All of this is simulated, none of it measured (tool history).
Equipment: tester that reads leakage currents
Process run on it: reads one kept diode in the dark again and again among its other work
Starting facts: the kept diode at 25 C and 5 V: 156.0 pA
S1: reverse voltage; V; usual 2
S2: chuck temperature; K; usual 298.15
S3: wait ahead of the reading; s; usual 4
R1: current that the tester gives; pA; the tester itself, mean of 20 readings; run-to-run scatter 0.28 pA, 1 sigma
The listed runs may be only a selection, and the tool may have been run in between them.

{"run": 1, "hour": 0.0, "S1": 2, "S2": 298.15, "S3": 4, "R1": 82.02}
{"run": 2, "hour": 50.9, "S1": 2, "S2": 298.15, "S3": 4, "R1": 81.51}
{"run": 3, "hour": 76.0, "S1": 2, "S2": 298.15, "S3": 4, "R1": 80.78}
{"run": 4, "hour": 114.9, "S1": 2, "S2": 298.15, "S3": 4, "R1": 80.67}
{"run": 5, "hour": 138.5, "S1": 7.54, "S2": 298.15, "S3": 4, "R1": 169.68}
{"run": 6, "hour": 174.9, "S1": 2, "S2": 298.15, "S3": 4, "R1": 76.67}
{"run": 7, "hour": 218.3, "S1": 2, "S2": 298.15, "S3": 1.53, "R1": 75.86}
{"run": 8, "hour": 266.7, "S1": 2, "S2": 298.15, "S3": 1.53, "R1": 75.73}
{"run": 9, "hour": 304.5, "S1": 2, "S2": 298.15, "S3": 2.27, "R1": 75.56}
{"run": 10, "hour": 341.6, "S1": 2, "S2": 298.15, "S3": 2.27, "R1": 74.28}
{"run": 11, "hour": 362.4, "S1": 2, "S2": 298.15, "S3": 4, "R1": 73.86}
{"run": 12, "hour": 404.2, "S1": 2, "S2": 298.15, "S3": 4, "R1": 73.59}
{"run": 13, "hour": 442.1, "S1": 2, "S2": 298.15, "S3": 4, "R1": 91.78}
{"run": 14, "hour": 470.2, "S1": 2, "S2": 298.15, "S3": 1.18, "R1": 90.66}
{"run": 15, "hour": 517.6, "S1": 2, "S2": 296.15, "S3": 0.73, "R1": 76.17}
{"run": 16, "hour": 558.1, "S1": 5.22, "S2": 298.15, "S3": 4, "R1": 158.04}
{"run": 17, "hour": 597.4, "S1": 5.22, "S2": 326.15, "S3": 8.43, "R1": 1654.03}
{"run": 18, "hour": 647.3, "S1": 17.44, "S2": 307.15, "S3": 1.08, "R1": 716.74}
{"run": 19, "hour": 695.5, "S1": 17.44, "S2": 307.15, "S3": 1.08, "R1": 712.88}
{"run": 20, "hour": 735.1, "S1": 5.64, "S2": 322.15, "S3": 0.79, "R1": 1243.18}
{"run": 21, "hour": 779.4, "S1": 1.1, "S2": 319.15, "S3": 4.57, "R1": 365.87}
{"run": 22, "hour": 816.0, "S1": 8.47, "S2": 331.15, "S3": 0.92, "R1": 3100.13}
{"run": 23, "hour": 844.1, "S1": 8.47, "S2": 331.15, "S3": 0.92, "R1": 3083}
{"run": 24, "hour": 886.4, "S1": 2, "S2": 304.15, "S3": 0.46, "R1": 146.81}
{"run": 25, "hour": 910.1, "S1": 2, "S2": 304.15, "S3": 0.46, "R1": 145.54}
{"run": 26, "hour": 930.7, "S1": 2, "S2": 328.15, "S3": 7.09, "R1": 1032.2}
{"run": 27, "hour": 955.7, "S1": 3.56, "S2": 313.15, "S3": 3.41, "R1": 434.27}
{"run": 28, "hour": 993.3, "S1": 2.82, "S2": 299.15, "S3": 4, "R1": 110.82}

Between the runs listed above, the log contained 2 entries, not reproduced here. Where in the sequence does each belong, and how does what the log doesn't record of the tool's condition differ from the listed run before to the listed run after?
After run 4, before run 5: probe card cleaned and baked (hour 126.9)
  stray current of the dirty probe card, pA a volt: 1.477 -> 0.033; true chuck temperature over the reading, C: -1.7 -> -1.75
  measured value less the no-hidden-state value, R1: -10.63 -> -30.25 pA
After run 12, before run 13: chuck's temperature calibrated (hour 413.2)
  stray current of the dirty probe card, pA a volt: 0.213 -> 0.236; current scale over the true one, %: -0.33 -> -0.34; true chuck temperature over the reading, C: -2.33 -> 0.03
  measured value less the no-hidden-state value, R1: -17.52 -> +0.38 pA
